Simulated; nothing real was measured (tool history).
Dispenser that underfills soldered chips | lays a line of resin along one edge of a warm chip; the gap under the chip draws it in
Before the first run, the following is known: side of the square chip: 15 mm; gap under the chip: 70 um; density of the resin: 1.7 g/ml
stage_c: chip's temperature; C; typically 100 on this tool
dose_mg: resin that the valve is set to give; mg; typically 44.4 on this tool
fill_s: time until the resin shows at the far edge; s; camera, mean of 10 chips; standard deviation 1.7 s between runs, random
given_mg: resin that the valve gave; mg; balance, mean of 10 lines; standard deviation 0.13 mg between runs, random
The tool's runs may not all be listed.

| run | hour | stage_c | dose_mg | fill_s | given_mg |
|---|---|---|---|---|---|
| 1 | 0 | 100 | 44.4 | 215.6 | 43.05 |
|  | 6.3 | new syringe of resin |
| 2 | 6.9 | 100 | 44.4 | 170 | 42.69 |
|  | 12.7 | dispensing valve cleaned and set on the balance |
|  | 19.1 | new syringe of resin |
| 3 | 20.4 | 100 | 44.4 | 178 | 44.14 |
| 4 | 27.9 | 100 | 38.7 | 256.7 | 38.46 |
|  | 30.6 | new syringe of resin |
| 5 | 35.8 | 100 | 44.9 | 212.3 | 44.63 |
|  | 42.4 | new syringe of resin |
| 6 | 43.5 | 100 | 44.9 | 170.4 | 44.18 |
|  | 53.7 | new syringe of resin |
| 7 | 53.7 | 104 | 44.4 | 136.2 | 43.72 |
| 8 | 60 | 104 | 44.4 | 182.6 | 43.53 |
|  | 65 | new syringe of resin |
| 9 | 69.2 | 100 | 53 | 197.9 | 51.79 |
|  | 76.6 | new syringe of resin |
| 10 | 80 | 113 | 44.4 | 109.5 | 43.01 |
|  | 88 | new syringe of resin |
| 11 | 92.4 | 98 | 44.4 | 219.3 | 43.05 |
|  | 99.6 | new syringe of resin |
| 12 | 104.9 | 98 | 44.4 | 226 | 42.82 |
|  | 110.4 | dispensing valve cleaned and set on the balance |
|  | 112 | new syringe of resin |
| 13 | 112.1 | 107 | 47.1 | 117.2 | 47.07 |
| 14 | 121.4 | 107 | 47.1 | 184 | 47.11 |
|  | 123.6 | new syringe of resin |
| 15 | 133.2 | 107 | 47.1 | 186.7 | 46.76 |
|  | 135.6 | new syringe of resin |
| 16 | 142.6 | 105 | 42 | 181.5 | 41.76 |

Run 17 is up next; what results do you expect?
|  | 147.3 | new syringe of resin |
| 17 | 148.2 | 105 | 42 | ? | ? |

Run 17 produced fill_s 138.1 s, given_mg 41.63 mg.
Were there no unlogged condition in the tool, this run, its random variation unchanged, would have produced fill_s 136 s, given_mg 42.16 mg.
